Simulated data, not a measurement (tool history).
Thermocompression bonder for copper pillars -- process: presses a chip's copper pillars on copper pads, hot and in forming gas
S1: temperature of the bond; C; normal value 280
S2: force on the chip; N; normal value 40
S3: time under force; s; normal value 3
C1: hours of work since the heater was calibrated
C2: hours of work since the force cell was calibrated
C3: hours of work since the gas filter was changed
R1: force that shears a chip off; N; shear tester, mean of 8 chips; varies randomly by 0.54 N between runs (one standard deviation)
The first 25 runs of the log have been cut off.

| run | day | S1 | S2 | S3 | C1 | C2 | C3 | R1 |
|---|---|---|---|---|---|---|---|---|
| 26 | 27.608 | 259 | 35 | 2 | 402 | 374 | 65 | 33.8 |
| 27 | 28.254 | 289 | 60 | 4 | 410 | 382 | 74 | 79.4 |
| 28 | 29.771 | 289 | 60 | 2 | 429 | 401 | 93 | 70.9 |
| 29 | 30.767 | 289 | 60 | 2 | 442 | 414 | 105 | 71.7 |
|  | 31.338 | forming gas filter changed |
| 30 | 31.583 | 289 | 60 | 2 | 452 | 424 | 3 | 71.2 |
| 31 | 33.017 | 289 | 60 | 2 | 470 | 442 | 21 | 70.6 |
| 32 | 34.500 | 289 | 60 | 2 | 488 | 461 | 40 | 69.8 |
| 33 | 35.817 | 289 | 60 | 2 | 505 | 477 | 56 | 71.9 |
| 34 | 36.700 | 290 | 46 | 2 | 516 | 488 | 67 | 60.1 |
| 35 | 37.825 | 272 | 30 | 2 | 530 | 502 | 82 | 33.9 |
| 36 | 39.292 | 290 | 59 | 2 | 549 | 521 | 100 | 71.9 |
|  | 40.267 | forming gas filter changed |
| 37 | 40.488 | 310 | 25 | 5 | 563 | 536 | 3 | 55.6 |
| 38 | 41.379 | 256 | 25 | 5 | 575 | 547 | 14 | 32.7 |
| 39 | 42.842 | 288 | 40 | 3 | 593 | 565 | 32 | 60.3 |
| 40 | 43.550 | 288 | 40 | 3 | 602 | 574 | 41 | 59.4 |
| 41 | 44.600 | 250 | 34 | 3 | 615 | 587 | 55 | 34.0 |

3 options for the next run, each taken on its own from the tool as it stands now. Forecast them:
| A | 46.012 | 275 | 28 | 3 | 633 | 605 | 72 | ? |
| B | 46.012 | 250 | 34 | 9 | 633 | 605 | 72 | ? |
| C | 46.012 | 280 | 40 | 2 | 633 | 605 | 72 | ? |

| run | R1 |
|---|---|
| A | 38.2 |
| B | 51.7 |
| C | 48.2 |
What these runs would have given with no unlogged condition in the tool:
| run | R1 |
|---|---|
| A | 38.3 |
| B | 51.8 |
| C | 48.4 |
